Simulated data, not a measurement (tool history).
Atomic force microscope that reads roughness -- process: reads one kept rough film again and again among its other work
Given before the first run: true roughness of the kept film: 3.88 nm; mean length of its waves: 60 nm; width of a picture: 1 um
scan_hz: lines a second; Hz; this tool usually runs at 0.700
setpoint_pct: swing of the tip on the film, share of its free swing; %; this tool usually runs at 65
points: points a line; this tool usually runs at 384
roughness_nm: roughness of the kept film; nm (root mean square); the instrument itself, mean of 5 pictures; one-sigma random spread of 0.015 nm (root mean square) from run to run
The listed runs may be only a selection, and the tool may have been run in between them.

run    day  scan_hz  setpoint_pct  points  roughness_nm
  1  0.000    0.700            65     384         3.532
  2  0.208    0.700            65     384         3.548
  3  0.575    0.700            65     384         3.515
  4  0.812    0.700            65     750         3.509
  5  1.196    0.700            65     750         3.466
  6  1.554    0.700            65     384         3.459
  7  1.883    0.700            65     384         3.410
  8  2.042    0.700            65     384         3.398
  9  2.362    0.700            65     384         3.410
 10  2.629    0.700            65     384         3.385
 11  2.946    0.700            60     384         3.405
     3.225  -- new tip fitted
 12  3.300    0.867            65     384         3.584
 13  3.658    0.867            65     384         3.541
 14  3.933    0.867            65     384         3.507
 15  4.271    0.867            65     384         3.507
 16  4.633    0.700            73     555         3.447
 17  4.912    1.492            86     466         2.940
 18  5.162    0.525            78     716         3.433
 19  5.458    0.666            78     716         3.358
 20  5.683    0.692            78     716         3.339
 21  5.988    0.692            78     716         3.317
 22  6.354    2.901            76     323         2.770
 23  6.667    1.242            65     384         3.300
 24  6.929    1.242            65     384         3.276
 25  7.158    1.242            65     384         3.271
 26  7.450    1.242            64     851         3.282

Per-run results on a tool with no hidden state, each run keeping its own random variation:
Hidden conditions of the tool in this case: radius of the tip, nm; height scale over the true one, %; drift of the gauge itself on roughness_nm, %.
run  roughness_nm
  1         3.616
  2         3.645
  3         3.633
  4         3.644
  5         3.622
  6         3.640
  7         3.609
  8         3.608
  9         3.640
 10         3.629
 11         3.671
 12         3.612
 13         3.594
 14         3.576
 15         3.596
 16         3.561
 17         3.052
 18         3.579
 19         3.520
 20         3.515
 21         3.509
 22         2.949
 23         3.532
 24         3.520
 25         3.530
 26         3.558

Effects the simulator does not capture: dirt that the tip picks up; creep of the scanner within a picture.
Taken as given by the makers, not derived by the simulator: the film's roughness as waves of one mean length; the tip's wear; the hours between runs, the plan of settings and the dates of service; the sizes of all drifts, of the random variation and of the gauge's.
